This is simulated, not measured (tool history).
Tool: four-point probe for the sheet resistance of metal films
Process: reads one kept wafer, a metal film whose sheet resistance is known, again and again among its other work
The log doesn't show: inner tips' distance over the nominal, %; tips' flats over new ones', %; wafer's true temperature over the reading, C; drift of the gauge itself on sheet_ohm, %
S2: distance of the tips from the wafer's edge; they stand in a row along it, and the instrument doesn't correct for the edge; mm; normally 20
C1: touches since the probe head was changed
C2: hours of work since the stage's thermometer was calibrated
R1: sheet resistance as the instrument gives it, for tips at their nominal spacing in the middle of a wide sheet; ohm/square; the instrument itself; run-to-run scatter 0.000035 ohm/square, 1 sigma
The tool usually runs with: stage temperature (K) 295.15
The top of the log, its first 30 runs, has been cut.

{"run": 31, "hour": 643.2, "stage temperature (K)": 295.15, "S2": 4, "C1": 27496, "C2": 1808, "R1": 0.177574}
{"run": 32, "hour": 657.5, "stage temperature (K)": 306.15, "S2": 24, "C1": 27821, "C2": 1816, "R1": 0.173013}
{"run": 33, "hour": 672.5, "stage temperature (K)": 306.15, "S2": 24, "C1": 28162, "C2": 1824, "R1": 0.173022}
{"run": 34, "hour": 694.4, "stage temperature (K)": 294.15, "S2": 6, "C1": 28661, "C2": 1836, "R1": 0.176375}
{"run": 35, "hour": 707.6, "stage temperature (K)": 294.15, "S2": 6, "C1": 28959, "C2": 1843, "R1": 0.176351}
{"run": 36, "hour": 730.7, "stage temperature (K)": 302.15, "S2": 7, "C1": 29486, "C2": 1856, "R1": 0.174477}
{"run": 37, "hour": 753.1, "stage temperature (K)": 302.15, "S2": 7, "C1": 29994, "C2": 1868, "R1": 0.174497}
{"run": 38, "hour": 765.0, "stage temperature (K)": 300.15, "S2": 32, "C1": 30264, "C2": 1874, "R1": 0.174145}
{"run": 39, "hour": 788.9, "stage temperature (K)": 306.15, "S2": 18, "C1": 30807, "C2": 1887, "R1": 0.172986}
{"run": 40, "hour": 801.3, "stage temperature (K)": 306.15, "S2": 18, "C1": 31091, "C2": 1894, "R1": 0.173045}
{"run": 41, "hour": 823.1, "stage temperature (K)": 306.15, "S2": 18, "C1": 31586, "C2": 1906, "R1": 0.173057}
{"run": 42, "hour": 851.8, "stage temperature (K)": 306.15, "S2": 5, "C1": 32237, "C2": 1922, "R1": 0.174485}
{"run": 43, "hour": 880.5, "stage temperature (K)": 306.15, "S2": 54, "C1": 32890, "C2": 1937, "R1": 0.172986}
{"run": 44, "hour": 896.5, "stage temperature (K)": 298.15, "S2": 9, "C1": 33254, "C2": 1946, "R1": 0.174982}

Consider 4 possible next runs. They are alternatives, not a sequence: every one starts from the tool as it was left by run 44. What does each give?
{"run": "A", "hour": 917.7, "stage temperature (K)": 299.15, "S2": 7, "C1": 33735, "C2": 1958, "R1": "?"}
{"run": "B", "hour": 917.7, "stage temperature (K)": 307.15, "S2": 13, "C1": 33735, "C2": 1958, "R1": "?"}
{"run": "C", "hour": 917.7, "stage temperature (K)": 295.15, "S2": 9, "C1": 33735, "C2": 1958, "R1": "?"}
{"run": "D", "hour": 917.7, "stage temperature (K)": 295.15, "S2": 48, "C1": 33735, "C2": 1958, "R1": "?"}

run=A R1=0.175040
run=B R1=0.172936
run=C R1=0.175557
run=D R1=0.175093
What these runs would have given with no unlogged condition in the tool:
run=A R1=0.175043
run=B R1=0.172939
run=C R1=0.175559
run=D R1=0.175095
